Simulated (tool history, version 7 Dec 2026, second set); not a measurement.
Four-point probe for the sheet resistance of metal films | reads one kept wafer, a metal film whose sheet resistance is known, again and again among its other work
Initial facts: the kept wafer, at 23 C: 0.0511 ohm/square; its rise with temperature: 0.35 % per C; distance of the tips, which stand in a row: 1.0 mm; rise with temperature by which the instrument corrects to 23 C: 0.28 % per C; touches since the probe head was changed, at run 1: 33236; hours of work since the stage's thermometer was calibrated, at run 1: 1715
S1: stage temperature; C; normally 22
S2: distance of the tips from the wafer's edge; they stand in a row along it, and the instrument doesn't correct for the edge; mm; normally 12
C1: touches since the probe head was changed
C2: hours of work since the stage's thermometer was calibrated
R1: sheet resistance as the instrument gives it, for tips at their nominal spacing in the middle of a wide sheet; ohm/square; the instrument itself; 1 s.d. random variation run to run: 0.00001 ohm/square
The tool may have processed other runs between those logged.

{"run": 1, "hour": 0.0, "S1": 22, "S2": 12, "C1": 33236, "C2": 1715, "R1": 0.051243}
{"run": 2, "hour": 82.9, "S1": 22, "S2": 12, "C1": 34785, "C2": 1767, "R1": 0.051264}
{"run": 3, "hour": 160.6, "S1": 22, "S2": 12, "C1": 36235, "C2": 1817, "R1": 0.051241}
{"run": 4, "hour": 241.3, "S1": 22, "S2": 15, "C1": 37743, "C2": 1868, "R1": 0.051196}
{"run": 5, "hour": 309.1, "S1": 22, "S2": 15, "C1": 39010, "C2": 1911, "R1": 0.051172}
{"run": 6, "hour": 386.9, "S1": 22, "S2": 15, "C1": 40463, "C2": 1960, "R1": 0.05119}
{"run": 7, "hour": 475.4, "S1": 22, "S2": 15, "C1": 42117, "C2": 2016, "R1": 0.051188}
{"run": 8, "hour": 520.4, "S1": 22, "S2": 15, "C1": 42958, "C2": 2045, "R1": 0.051187}
{"run": 9, "hour": 587.1, "S1": 22, "S2": 15, "C1": 44203, "C2": 2087, "R1": 0.051197}
{"run": 10, "hour": 661.3, "S1": 22, "S2": 12, "C1": 45590, "C2": 2134, "R1": 0.051237}
{"run": 11, "hour": 705.1, "S1": 22, "S2": 12, "C1": 46407, "C2": 2162, "R1": 0.051263}
{"run": 12, "hour": 761.3, "S1": 22, "S2": 12, "C1": 47457, "C2": 2198, "R1": 0.051257}
{"run": 13, "hour": 833.2, "S1": 22, "S2": 12, "C1": 48801, "C2": 2243, "R1": 0.051254}
{"run": 14, "hour": 902.4, "S1": 22, "S2": 12, "C1": 50093, "C2": 2287, "R1": 0.051264}
{"run": 15, "hour": 952.2, "S1": 22, "S2": 12, "C1": 51023, "C2": 2319, "R1": 0.051255}
{"run": 16, "hour": 1017.3, "S1": 22, "S2": 12, "C1": 52239, "C2": 2360, "R1": 0.051258}
{"run": 17, "hour": 1079.2, "S1": 22, "S2": 12, "C1": 53396, "C2": 2399, "R1": 0.051246}
{"run": 18, "hour": 1141.0, "S1": 22, "S2": 10, "C1": 54551, "C2": 2439, "R1": 0.051344}
{"hour": 1205.1, "done": "stage's thermometer calibrated"}
{"run": 19, "hour": 1215.2, "S1": 22, "S2": 10, "C1": 55927, "C2": 6, "R1": 0.051333}
{"run": 20, "hour": 1291.5, "S1": 22, "S2": 12, "C1": 57353, "C2": 55, "R1": 0.051261}
{"run": 21, "hour": 1328.3, "S1": 22, "S2": 12, "C1": 58040, "C2": 78, "R1": 0.051263}
{"run": 22, "hour": 1370.5, "S1": 22, "S2": 12, "C1": 58827, "C2": 105, "R1": 0.051256}
{"run": 23, "hour": 1440.9, "S1": 22, "S2": 12, "C1": 60143, "C2": 150, "R1": 0.051262}
{"run": 24, "hour": 1481.9, "S1": 22, "S2": 12, "C1": 60910, "C2": 176, "R1": 0.051259}
{"run": 25, "hour": 1561.2, "S1": 20, "S2": 23, "C1": 62391, "C2": 226, "R1": 0.051031}
{"run": 26, "hour": 1605.9, "S1": 20, "S2": 23, "C1": 63226, "C2": 254, "R1": 0.051026}
{"run": 27, "hour": 1672.4, "S1": 26, "S2": 32, "C1": 64467, "C2": 296, "R1": 0.051232}
{"run": 28, "hour": 1712.0, "S1": 26, "S2": 32, "C1": 65208, "C2": 322, "R1": 0.051253}
{"run": 29, "hour": 1775.3, "S1": 23, "S2": 12, "C1": 66390, "C2": 362, "R1": 0.051295}
{"run": 30, "hour": 1862.3, "S1": 23, "S2": 5, "C1": 68015, "C2": 417, "R1": 0.05219}
{"run": 31, "hour": 1935.3, "S1": 26, "S2": 70, "C1": 69379, "C2": 463, "R1": 0.051212}
{"run": 32, "hour": 1973.5, "S1": 26, "S2": 70, "C1": 70092, "C2": 487, "R1": 0.051236}
{"run": 33, "hour": 2047.3, "S1": 22, "S2": 18, "C1": 71471, "C2": 534, "R1": 0.051151}
{"run": 34, "hour": 2104.3, "S1": 22, "S2": 18, "C1": 72535, "C2": 570, "R1": 0.051158}
{"run": 35, "hour": 2144.0, "S1": 22, "S2": 18, "C1": 73277, "C2": 596, "R1": 0.051152}
{"run": 36, "hour": 2214.7, "S1": 25, "S2": 42, "C1": 74598, "C2": 641, "R1": 0.051205}
{"run": 37, "hour": 2300.4, "S1": 25, "S2": 42, "C1": 76198, "C2": 695, "R1": 0.051218}
{"run": 38, "hour": 2342.4, "S1": 19, "S2": 6, "C1": 76983, "C2": 722, "R1": 0.051708}
{"run": 39, "hour": 2389.0, "S1": 19, "S2": 6, "C1": 77853, "C2": 751, "R1": 0.051693}
{"run": 40, "hour": 2448.4, "S1": 22, "S2": 7, "C1": 78964, "C2": 789, "R1": 0.051622}
{"run": 41, "hour": 2499.4, "S1": 22, "S2": 7, "C1": 79916, "C2": 821, "R1": 0.051612}
{"run": 42, "hour": 2584.4, "S1": 22, "S2": 7, "C1": 81503, "C2": 875, "R1": 0.051623}
{"run": 43, "hour": 2671.0, "S1": 32, "S2": 11, "C1": 83122, "C2": 930, "R1": 0.051665}
{"run": 44, "hour": 2720.4, "S1": 32, "S2": 5, "C1": 84044, "C2": 961, "R1": 0.052539}
{"run": 45, "hour": 2807.3, "S1": 27, "S2": 70, "C1": 85669, "C2": 1016, "R1": 0.051273}

Hidden state at the last listed run before each entry between runs and at the first one after, where it differs:
Runs 18 to 19: stage's thermometer calibrated (hour 1205.1)
  inner tips' distance over the nominal, %: 0.003 -> 0.004; wafer's true temperature over the reading, C: 0.01 -> 0
